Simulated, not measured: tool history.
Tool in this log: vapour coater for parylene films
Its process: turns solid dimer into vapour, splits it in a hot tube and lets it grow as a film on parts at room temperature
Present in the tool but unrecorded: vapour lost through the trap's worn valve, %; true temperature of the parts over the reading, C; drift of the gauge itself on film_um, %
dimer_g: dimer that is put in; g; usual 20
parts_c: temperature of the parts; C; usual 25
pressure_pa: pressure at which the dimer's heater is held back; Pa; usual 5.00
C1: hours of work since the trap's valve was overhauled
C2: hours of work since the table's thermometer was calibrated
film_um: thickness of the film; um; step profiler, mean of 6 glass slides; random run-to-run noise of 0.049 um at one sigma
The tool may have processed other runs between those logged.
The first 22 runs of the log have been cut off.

run 23 hour=391.8 | dimer_g=20 parts_c=31 pressure_pa=5.00 | C1=311 C2=600 | film_um=8.84
run 24 hour=411.8 | dimer_g=20 parts_c=31 pressure_pa=5.00 | C1=324 C2=613 | film_um=8.88
run 25 hour=433.9 | dimer_g=20 parts_c=30 pressure_pa=5.00 | C1=338 C2=626 | film_um=9.26
run 26 hour=449.5 | dimer_g=20 parts_c=30 pressure_pa=5.00 | C1=347 C2=636 | film_um=9.32
run 27 hour=461.4 | dimer_g=20 parts_c=30 pressure_pa=5.00 | C1=355 C2=644 | film_um=9.36
run 28 hour=481.8 | dimer_g=20 parts_c=35 pressure_pa=5.00 | C1=368 C2=656 | film_um=7.61
run 29 hour=497.4 | dimer_g=20 parts_c=35 pressure_pa=5.00 | C1=377 C2=666 | film_um=7.70
run 30 hour=515.4 | dimer_g=35 parts_c=31 pressure_pa=3.26 | C1=389 C2=677 | film_um=17.16
run 31 hour=533.2 | dimer_g=35 parts_c=31 pressure_pa=3.26 | C1=400 C2=688 | film_um=17.13
-- hour=535.5 gauge calibrated
run 32 hour=557.1 | dimer_g=35 parts_c=31 pressure_pa=3.26 | C1=415 C2=703 | film_um=16.72
run 33 hour=578.1 | dimer_g=9 parts_c=23 pressure_pa=3.26 | C1=428 C2=717 | film_um=5.91
run 34 hour=594.7 | dimer_g=13 parts_c=25 pressure_pa=3.87 | C1=438 C2=727 | film_um=7.61
run 35 hour=605.5 | dimer_g=33 parts_c=25 pressure_pa=10.87 | C1=445 C2=734 | film_um=16.15
run 36 hour=625.0 | dimer_g=31 parts_c=20 pressure_pa=11.90 | C1=457 C2=746 | film_um=18.08
run 37 hour=636.8 | dimer_g=31 parts_c=20 pressure_pa=11.90 | C1=465 C2=753 | film_um=18.15
run 38 hour=658.4 | dimer_g=31 parts_c=20 pressure_pa=2.64 | C1=478 C2=767 | film_um=23.92
run 39 hour=670.8 | dimer_g=20 parts_c=29 pressure_pa=5.00 | C1=486 C2=774 | film_um=9.51
run 40 hour=695.1 | dimer_g=27 parts_c=27 pressure_pa=3.09 | C1=501 C2=790 | film_um=15.31
run 41 hour=714.8 | dimer_g=13 parts_c=35 pressure_pa=2.52 | C1=513 C2=802 | film_um=5.59
run 42 hour=729.3 | dimer_g=13 parts_c=25 pressure_pa=2.52 | C1=522 C2=811 | film_um=8.39
run 43 hour=751.2 | dimer_g=13 parts_c=25 pressure_pa=2.52 | C1=536 C2=825 | film_um=8.42
run 44 hour=765.3 | dimer_g=13 parts_c=25 pressure_pa=2.52 | C1=545 C2=834 | film_um=8.45
run 45 hour=782.3 | dimer_g=12 parts_c=25 pressure_pa=5.00 | C1=556 C2=844 | film_um=6.82
run 46 hour=803.1 | dimer_g=12 parts_c=25 pressure_pa=5.00 | C1=569 C2=857 | film_um=6.88

Each row is a separate what-if for the run after 46, all from the same tool condition, not one after another. Results?
run A hour=819.5 | dimer_g=20 parts_c=25 pressure_pa=3.13 | C1=579 C2=867 | film_um=?
run B hour=819.5 | dimer_g=17 parts_c=31 pressure_pa=5.00 | C1=579 C2=867 | film_um=?
run C hour=819.5 | dimer_g=36 parts_c=25 pressure_pa=5.00 | C1=579 C2=867 | film_um=?

run=A film_um=12.49
run=B film_um=7.67
run=C film_um=20.52
Stripped of hidden state, with their random variation kept, the same runs would have yielded:
run=A film_um=12.17
run=B film_um=7.47
run=C film_um=19.99
